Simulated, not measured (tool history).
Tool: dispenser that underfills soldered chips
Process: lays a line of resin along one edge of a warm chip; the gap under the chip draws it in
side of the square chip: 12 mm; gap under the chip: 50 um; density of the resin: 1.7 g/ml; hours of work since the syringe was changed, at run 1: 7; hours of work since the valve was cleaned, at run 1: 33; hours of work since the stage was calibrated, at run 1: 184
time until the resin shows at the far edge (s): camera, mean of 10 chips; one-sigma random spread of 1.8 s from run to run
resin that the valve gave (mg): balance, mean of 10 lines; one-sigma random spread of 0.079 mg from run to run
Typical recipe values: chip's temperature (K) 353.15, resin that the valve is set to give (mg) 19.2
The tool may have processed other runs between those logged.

run   hour  chip's temperature (K)  resin that the valve is set to give (mg)  hours of work since the syringe was changed  hours of work since the valve was cleaned  hours of work since the stage was calibrated  time until the resin shows at the far edge (s)  resin that the valve gave (mg)
  1      0                  353.15                                      19.2                                            7                                         33                                           184                                           257.1                           18.66
       5.6  -- new syringe of resin
  2    6.2                  353.15                                      19.2                                            0                                         37                                           188                                           177.3                           18.61
  3    9.4                  353.15                                      19.2                                            3                                         40                                           190                                           201.2                           18.68
  4     15                  353.15                                      19.2                                            7                                         44                                           195                                           261.7                           18.35
      20.4  -- new syringe of resin
  5     21                  353.15                                      19.2                                            0                                         48                                           199                                           178.1                           18.46
  6   23.6                  353.15                                        17                                            2                                         50                                           201                                           200.7                           16.27
  7   27.3                  353.15                                        17                                            5                                         53                                           203                                           238.8                           16.38
  8   32.8                  353.15                                        17                                            9                                         57                                           208                                           303.4                           16.23
      35.1  -- new syringe of resin
  9   38.7                  353.15                                        21                                            3                                         61                                           212                                           197.2                           19.91
 10   41.3                  353.15                                        21                                            5                                         63                                           214                                           220.7                           20.01
 11   46.4                  353.15                                        21                                            8                                         67                                           217                                           276.9                           19.74
      49.8  -- new syringe of resin
 12   50.4                  353.15                                      19.2                                            0                                         69                                           220                                           180.4                           18.03
 13   56.4                  347.15                                      19.2                                            5                                         74                                           225                                           316.5                           17.93
 14   60.4                  347.15                                      19.2                                            8                                         77                                           228                                           375.3                           18.02
      64.3  -- new syringe of resin
 15   66.2                  347.15                                      19.2                                            1                                         81                                           232                                           264.2                           17.92
 16   71.1                  340.15                                      19.2                                            5                                         85                                           235                                           472.4                           17.77
 17   74.5                  340.15                                      19.2                                            8                                         87                                           238                                           554.7                           17.94
        79  -- new syringe of resin
 18     80                  340.15                                      19.2                                            1                                         91                                           242                                           366.8                           17.72
      83.4  -- dispensing valve cleaned and set on the balance
 19   85.8                  340.15                                      19.2                                            4                                          2                                           245                                           442.1                           19.09
 20   89.1                  340.15                                      19.2                                            7                                          4                                           248                                             509                           19.32
 21   92.1                  366.15                                      19.2                                            9                                          6                                           250                                           153.6                           19.13
      94.9  -- new syringe of resin
 22   97.9                  366.15                                      19.2                                            2                                         11                                           254                                           105.9                           19.01
 23  103.3                  358.15                                        19                                            6                                         15                                           258                                           198.3                           18.84
 24  106.1                  358.15                                        24                                            8                                         17                                           260                                           214.9                            23.8
     109.6  -- new syringe of resin
 25  110.2                  358.15                                        24                                            0                                         19                                           263                                           136.7                            23.7
 26  115.6                  358.15                                        24                                            5                                         24                                           267                                             175                           23.49
 27    119                  358.15                                        24                                            7                                         26                                           270                                           199.3                           23.39
 28    122                  358.15                                        24                                            9                                         28                                           272                                           227.1                           23.53
     124.1  -- new syringe of resin
 29  127.7                  346.15                                      24.4                                            3                                         32                                           276                                           288.8                           23.65
 30  131.2                  343.15                                      22.9                                            5                                         35                                           278                                           399.7                           22.33
 31  135.9                  349.15                                      16.4                                            9                                         38                                           282                                           369.5                           15.88
       139  -- new syringe of resin
 32  141.4                  356.15                                      24.2                                            2                                         42                                           286                                           166.9                           23.47
 33  145.6                  347.15                                      22.9                                            5                                         45                                           289                                           310.6                           22.08
 34  148.5                  347.15                                      22.9                                            7                                         48                                           291                                           356.7                           21.96
     153.4  -- new syringe of resin
 35  154.8                  346.15                                      16.9                                            1                                         52                                           296                                           281.2                           16.29

Predict each of these 3 candidate next runs independently; none follows another, all start after run 35:
  A  160.1                  344.15                                        22                                            5                                         56                                           299                                               ?                               ?
  B  160.1                  355.15                                      20.5                                            5                                         56                                           299                                               ?                               ?
  C  160.1                  342.15                                      17.6                                            5                                         56                                           299                                               ?                               ?

run  time until the resin shows at the far edge (s)  resin that the valve gave (mg)
  A                                           378.2                           21.01
  B                                           211.7                           19.63
  C                                           432.7                           16.79
With no hidden state in the tool, these same runs would have given:
run  time until the resin shows at the far edge (s)  resin that the valve gave (mg)
  A                                           276.4                           21.95
  B                                           154.9                            20.5
  C                                           314.1                           17.54

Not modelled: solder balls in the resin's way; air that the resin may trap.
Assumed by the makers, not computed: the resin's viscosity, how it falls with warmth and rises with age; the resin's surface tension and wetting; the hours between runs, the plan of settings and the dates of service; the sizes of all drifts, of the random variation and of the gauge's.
